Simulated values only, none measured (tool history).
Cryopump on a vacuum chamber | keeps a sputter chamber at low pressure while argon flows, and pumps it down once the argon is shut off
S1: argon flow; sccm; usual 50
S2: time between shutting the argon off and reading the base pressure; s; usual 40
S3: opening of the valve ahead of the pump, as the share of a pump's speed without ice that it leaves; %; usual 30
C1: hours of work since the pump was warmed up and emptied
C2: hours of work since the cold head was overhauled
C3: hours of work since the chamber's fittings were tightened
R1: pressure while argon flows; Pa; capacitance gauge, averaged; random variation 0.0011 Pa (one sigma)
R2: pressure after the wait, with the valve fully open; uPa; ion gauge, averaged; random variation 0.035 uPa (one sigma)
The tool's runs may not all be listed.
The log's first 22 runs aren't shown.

Run 23, hour 2151: usual settings but S2 100 s, S3 20 %; C1 943; C2 1987; C3 661. Result: R1 0.384 Pa, R2 1.78 uPa.
Run 24, hour 2256.5: usual settings but S1 21 sccm, S2 47 s, S3 26 %; C1 989; C2 2033; C3 707. Result: R1 0.1253 Pa, R2 2.58 uPa.
Run 25, hour 2324.2: usual settings but S1 69 sccm, S2 92 s, S3 28 %; C1 1019; C2 2063; C3 737. Result: R1 0.3846 Pa, R2 1.94 uPa.
At hour 2379.3: pump warmed up, emptied and cooled again.
Run 26, hour 2451.7: usual settings but S1 58 sccm, S2 92 s, S3 34 %; C1 32; C2 2116; C3 791. Result: R1 0.2509 Pa, R2 1.8 uPa.
Run 27, hour 2527: usual settings but S2 184 s; C1 65; C2 2149; C3 824. Result: R1 0.2463 Pa, R2 1.44 uPa.
Run 28, hour 2586.6: usual settings but S1 40 sccm, S3 22 %; C1 91; C2 2176; C3 850. Result: R1 0.2656 Pa, R2 2.82 uPa.
Run 29, hour 2670.2: usual settings but S1 90 sccm, S2 26 s, S3 37 %; C1 128; C2 2212; C3 887. Result: R1 0.3601 Pa, R2 3.63 uPa.
Run 30, hour 2760.8: usual settings but S1 41 sccm, S3 29 %; C1 167; C2 2252; C3 926. Result: R1 0.2095 Pa, R2 2.86 uPa.
Run 31, hour 2862: usual settings but S1 41 sccm, S3 29 %; C1 212; C2 2296; C3 971. Result: R1 0.2101 Pa, R2 2.89 uPa.
Run 32, hour 2923.6: usual settings but S1 27 sccm, S2 275 s, S3 23 %; C1 239; C2 2323; C3 998. Result: R1 0.1742 Pa, R2 1.55 uPa.
Run 33, hour 3018.2: usual settings but S1 40 sccm, S2 46 s, S3 43 %; C1 280; C2 2365; C3 1039. Result: R1 0.1408 Pa, R2 2.88 uPa.
Run 34, hour 3071.7: usual settings but S1 98 sccm, S2 35 s, S3 37 %; C1 304; C2 2388; C3 1063. Result: R1 0.3993 Pa, R2 3.3 uPa.

Forecast each of these 4 alternatives for the next run:
Run A, hour 3168.2: usual settings but S1 100 sccm, S2 138 s, S3 20 %; C1 346; C2 2431; C3 1105. Result: R1 ?, R2 ?.
Run B, hour 3168.2: usual settings but S1 98 sccm, S2 145 s, S3 49 %; C1 346; C2 2431; C3 1105. Result: R1 ?, R2 ?.
Run C, hour 3168.2: usual settings but S2 178 s; C1 346; C2 2431; C3 1105. Result: R1 ?, R2 ?.
Run D, hour 3168.2: usual settings but S1 98 sccm, S2 235 s, S3 50 %; C1 346; C2 2431; C3 1105. Result: R1 ?, R2 ?.

run      R1    R2
  A  0.7397  1.95
  B  0.3072  1.89
  C  0.2504  1.89
  D  0.3018  1.73
Without the tool's hidden state the same runs would have given:
run      R1    R2
  A  0.7245  0.75
  B  0.2922  0.72
  C  0.2428  0.69
  D  0.2868  0.53

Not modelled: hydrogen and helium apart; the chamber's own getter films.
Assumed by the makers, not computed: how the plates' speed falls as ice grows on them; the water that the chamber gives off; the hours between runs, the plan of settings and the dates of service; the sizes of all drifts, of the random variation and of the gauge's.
